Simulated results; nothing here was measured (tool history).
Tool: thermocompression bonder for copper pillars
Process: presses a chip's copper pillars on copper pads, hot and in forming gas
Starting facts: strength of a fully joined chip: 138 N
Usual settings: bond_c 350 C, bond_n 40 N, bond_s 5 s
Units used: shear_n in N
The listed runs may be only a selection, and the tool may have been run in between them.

| run | hour | bond_c | bond_n | bond_s | shear_n |
|---|---|---|---|---|---|
| 1 | 0 | 350 | 40 | 5 | 83.9 |
| 2 | 15.3 | 350 | 40 | 5 | 83.8 |
| 3 | 45.3 | 366 | 40 | 5 | 96.2 |
| 4 | 68 | 366 | 40 | 5 | 95.1 |
| 5 | 85.3 | 366 | 40 | 5 | 94 |
| 6 | 118.7 | 366 | 40 | 5 | 94.4 |
| 7 | 149.6 | 366 | 40 | 5 | 92.7 |
|  | 153.3 | force cell calibrated |
| 8 | 185.2 | 366 | 40 | 5 | 92.8 |
| 9 | 218.4 | 366 | 40 | 5 | 93.6 |
| 10 | 243.6 | 366 | 40 | 5 | 92.2 |
| 11 | 259.7 | 358 | 48 | 14 | 112.3 |
|  | 278.5 | force cell calibrated, once more |
| 12 | 279.7 | 358 | 40 | 7 | 93.8 |
| 13 | 312.7 | 358 | 40 | 7 | 95.8 |
| 14 | 326.7 | 358 | 40 | 7 | 94.3 |
| 15 | 356.9 | 366 | 53 | 14 | 119.5 |

Alternative continuations, all from the tool just after run 15; predict every row:
| A | 376.3 | 333 | 51 | 7 | ? |
| B | 376.3 | 350 | 31 | 5 | ? |
| C | 376.3 | 333 | 40 | 5 | ? |
| D | 376.3 | 350 | 47 | 10 | ? |

| run | shear_n |
|---|---|
| A | 83.3 |
| B | 69.3 |
| C | 64.8 |
| D | 99.9 |
Had the tool no hidden state, the same runs would have come out as:
| run | shear_n |
|---|---|
| A | 94.7 |
| B | 79.5 |
| C | 75 |
| D | 111.7 |

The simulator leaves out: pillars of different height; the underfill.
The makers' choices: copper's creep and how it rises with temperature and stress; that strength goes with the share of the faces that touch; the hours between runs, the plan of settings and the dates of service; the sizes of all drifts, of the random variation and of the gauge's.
